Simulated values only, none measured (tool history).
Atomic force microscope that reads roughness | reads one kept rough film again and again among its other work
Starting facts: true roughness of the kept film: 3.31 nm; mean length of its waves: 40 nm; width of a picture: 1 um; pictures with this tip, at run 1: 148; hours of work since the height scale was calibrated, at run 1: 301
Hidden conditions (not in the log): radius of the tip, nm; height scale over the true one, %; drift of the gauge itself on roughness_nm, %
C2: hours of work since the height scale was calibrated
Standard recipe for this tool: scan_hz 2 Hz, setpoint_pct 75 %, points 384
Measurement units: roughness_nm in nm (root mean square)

Run 1, hour 0: usual settings; pictures with this tip 148; C2 301. Result: roughness_nm 2.439 nm (root mean square).
Run 2, hour 14: usual settings; pictures with this tip 179; C2 312. Result: roughness_nm 2.366 nm (root mean square).
Run 3, hour 24.4: usual settings; pictures with this tip 202; C2 320. Result: roughness_nm 2.34 nm (root mean square).
Run 4, hour 40.6: usual settings but setpoint_pct 62 %; pictures with this tip 239; C2 333. Result: roughness_nm 2.419 nm (root mean square).
Run 5, hour 55.4: usual settings but setpoint_pct 62 %; pictures with this tip 272; C2 344. Result: roughness_nm 2.359 nm (root mean square).
Run 6, hour 69.7: usual settings but setpoint_pct 62 %; pictures with this tip 304; C2 355. Result: roughness_nm 2.318 nm (root mean square).
At hour 83: new tip fitted.
Run 7, hour 85.9: usual settings but setpoint_pct 62 %; pictures with this tip 7; C2 367. Result: roughness_nm 2.86 nm (root mean square).
Run 8, hour 93.7: usual settings but points 742; pictures with this tip 24; C2 373. Result: roughness_nm 2.663 nm (root mean square).
Run 9, hour 109.1: usual settings but points 742; pictures with this tip 59; C2 385. Result: roughness_nm 2.583 nm (root mean square).
Run 10, hour 123: usual settings but points 742; pictures with this tip 90; C2 396. Result: roughness_nm 2.531 nm (root mean square).
Run 11, hour 133.7: usual settings but points 305; pictures with this tip 114; C2 404. Result: roughness_nm 2.462 nm (root mean square).
Run 12, hour 140.3: usual settings but setpoint_pct 78 %; pictures with this tip 129; C2 410. Result: roughness_nm 2.394 nm (root mean square).
Run 13, hour 147.1: usual settings but setpoint_pct 78 %; pictures with this tip 144; C2 415. Result: roughness_nm 2.392 nm (root mean square).
Run 14, hour 157.7: usual settings but setpoint_pct 78 %; pictures with this tip 168; C2 423. Result: roughness_nm 2.347 nm (root mean square).
Run 15, hour 170.2: usual settings but setpoint_pct 78 %; pictures with this tip 195; C2 433. Result: roughness_nm 2.292 nm (root mean square).
Run 16, hour 183.8: usual settings; pictures with this tip 226; C2 443. Result: roughness_nm 2.271 nm (root mean square).
Run 17, hour 190.5: usual settings; pictures with this tip 241; C2 448. Result: roughness_nm 2.267 nm (root mean square).
Run 18, hour 198.7: usual settings but scan_hz 2.98 Hz; pictures with this tip 259; C2 455. Result: roughness_nm 2.126 nm (root mean square).
Run 19, hour 210.5: usual settings but scan_hz 2.98 Hz; pictures with this tip 286; C2 464. Result: roughness_nm 2.085 nm (root mean square).
Run 20, hour 220.5: usual settings but scan_hz 2.51 Hz; pictures with this tip 308; C2 472. Result: roughness_nm 2.119 nm (root mean square).
At hour 232.3: new tip fitted.
Run 21, hour 234.8: usual settings but scan_hz 0.66 Hz; pictures with this tip 6; C2 482. Result: roughness_nm 2.91 nm (root mean square).
Run 22, hour 249.2: usual settings but scan_hz 1.63 Hz, points 606; pictures with this tip 38; C2 493. Result: roughness_nm 2.687 nm (root mean square).
Run 23, hour 259.3: usual settings but scan_hz 1.63 Hz, setpoint_pct 60 %, points 280; pictures with this tip 61; C2 501. Result: roughness_nm 2.763 nm (root mean square).
Run 24, hour 271.9: usual settings but scan_hz 2.06 Hz, points 646; pictures with this tip 89; C2 511. Result: roughness_nm 2.538 nm (root mean square).
Run 25, hour 281.4: usual settings but setpoint_pct 66 %; pictures with this tip 110; C2 518. Result: roughness_nm 2.615 nm (root mean square).
Run 26, hour 294.3: usual settings but scan_hz 0.56 Hz, setpoint_pct 82 %, points 885; pictures with this tip 139; C2 528. Result: roughness_nm 2.617 nm (root mean square).
Run 27, hour 301.7: usual settings but setpoint_pct 65 %, points 998; pictures with this tip 156; C2 534. Result: roughness_nm 2.527 nm (root mean square).
Run 28, hour 313: usual settings but setpoint_pct 65 %, points 998; pictures with this tip 181; C2 543. Result: roughness_nm 2.49 nm (root mean square).
Run 29, hour 320.3: usual settings but scan_hz 1.56 Hz, setpoint_pct 67 %, points 377; pictures with this tip 197; C2 548. Result: roughness_nm 2.473 nm (root mean square).
Run 30, hour 328.7: usual settings but scan_hz 1.56 Hz, setpoint_pct 67 %, points 377; pictures with this tip 216; C2 555. Result: roughness_nm 2.419 nm (root mean square).
Run 31, hour 338.4: usual settings but scan_hz 3.44 Hz, points 493; pictures with this tip 238; C2 562. Result: roughness_nm 2.136 nm (root mean square).
Run 32, hour 353.4: usual settings but scan_hz 1.35 Hz, setpoint_pct 68 %; pictures with this tip 272; C2 574. Result: roughness_nm 2.343 nm (root mean square).
Run 33, hour 360.2: usual settings but scan_hz 1.15 Hz, setpoint_pct 64 %; pictures with this tip 287; C2 579. Result: roughness_nm 2.378 nm (root mean square).

Entry by entry between the runs, the difference in hidden state between the last listed run before and the first listed run after:
From run 6 to run 7: new tip fitted (hour 83)
  radius of the tip, nm: 43.6 -> 12.1; height scale over the true one, %: 0.33 -> 0.34
  measured value less the no-hidden-state value, roughness_nm: -0.578 -> -0.035 nm (root mean square)
From run 20 to run 21: new tip fitted (hour 232.3)
  radius of the tip, nm: 44.8 -> 11.8; height scale over the true one, %: 0.44 -> 0.45
  measured value less the no-hidden-state value, roughness_nm: -0.545 -> -0.026 nm (root mean square)
